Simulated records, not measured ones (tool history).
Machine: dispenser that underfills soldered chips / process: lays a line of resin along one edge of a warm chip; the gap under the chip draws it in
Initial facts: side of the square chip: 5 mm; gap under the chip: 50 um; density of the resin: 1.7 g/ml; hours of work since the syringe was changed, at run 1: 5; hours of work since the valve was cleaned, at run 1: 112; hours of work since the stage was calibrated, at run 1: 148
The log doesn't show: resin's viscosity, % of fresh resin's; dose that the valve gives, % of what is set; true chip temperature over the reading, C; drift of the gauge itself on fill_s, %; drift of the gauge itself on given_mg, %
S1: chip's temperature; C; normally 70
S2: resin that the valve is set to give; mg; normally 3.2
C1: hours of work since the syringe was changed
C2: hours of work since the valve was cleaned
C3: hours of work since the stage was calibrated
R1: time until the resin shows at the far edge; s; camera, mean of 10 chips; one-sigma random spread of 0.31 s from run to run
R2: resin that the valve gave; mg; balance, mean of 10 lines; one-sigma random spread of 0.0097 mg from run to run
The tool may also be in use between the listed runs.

run 1 hour=0 | S1=70 S2=3.2 | C1=5 C2=112 C3=148 | R1=9.3 R2=3.031
run 2 hour=4.1 | S1=70 S2=3.2 | C1=7 C2=115 C3=151 | R1=9.9 R2=3.038
run 3 hour=10.3 | S1=70 S2=3.2 | C1=11 C2=119 C3=155 | R1=12.8 R2=3.038
-- hour=12.7 new syringe of resin
-- hour=14.1 dispensing valve cleaned and set on the balance
run 4 hour=17.1 | S1=70 S2=3.2 | C1=2 C2=2 C3=158 | R1=8.1 R2=3.188
run 5 hour=20.1 | S1=70 S2=3.2 | C1=4 C2=4 C3=160 | R1=8.4 R2=3.179
run 6 hour=25.1 | S1=70 S2=3.2 | C1=7 C2=7 C3=163 | R1=10.2 R2=3.192
run 7 hour=32.1 | S1=79 S2=3.13 | C1=11 C2=11 C3=167 | R1=10 R2=3.107
-- hour=33.7 new syringe of resin
run 8 hour=38.1 | S1=63 S2=3.4 | C1=3 C2=14 C3=171 | R1=10.5 R2=3.367
run 9 hour=44.6 | S1=78 S2=2.7 | C1=7 C2=18 C3=175 | R1=8 R2=2.697
run 10 hour=51.7 | S1=68 S2=2.75 | C1=11 C2=23 C3=179 | R1=14.1 R2=2.73
-- hour=53.9 new syringe of resin
run 11 hour=59.1 | S1=61 S2=2.97 | C1=3 C2=27 C3=183 | R1=11.3 R2=2.945
run 12 hour=62.1 | S1=61 S2=2.97 | C1=5 C2=29 C3=185 | R1=12.5 R2=2.936

Each row is a separate what-if for the run after 12, all from the same tool condition, not one after another. Results?
run A hour=67.3 | S1=72 S2=3.59 | C1=8 C2=32 C3=188 | R1=? R2=?
run B hour=67.3 | S1=63 S2=3.97 | C1=8 C2=32 C3=188 | R1=? R2=?
run C hour=67.3 | S1=78 S2=2.85 | C1=8 C2=32 C3=188 | R1=? R2=?
run D hour=67.3 | S1=68 S2=4.05 | C1=8 C2=32 C3=188 | R1=? R2=?
run E hour=67.3 | S1=63 S2=3.67 | C1=8 C2=32 C3=188 | R1=? R2=?

run=A R1=9.9 R2=3.539
run=B R1=12.6 R2=3.903
run=C R1=8.6 R2=2.809
run=D R1=11.3 R2=4
run=E R1=13.6 R2=3.62
The same runs, with their run-to-run variation unchanged, on a tool lacking any hidden condition would have given:
run=A R1=6.1 R2=3.588
run=B R1=7.5 R2=3.957
run=C R1=5.2 R2=2.848
run=D R1=7 R2=4.055
run=E R1=8.5 R2=3.67

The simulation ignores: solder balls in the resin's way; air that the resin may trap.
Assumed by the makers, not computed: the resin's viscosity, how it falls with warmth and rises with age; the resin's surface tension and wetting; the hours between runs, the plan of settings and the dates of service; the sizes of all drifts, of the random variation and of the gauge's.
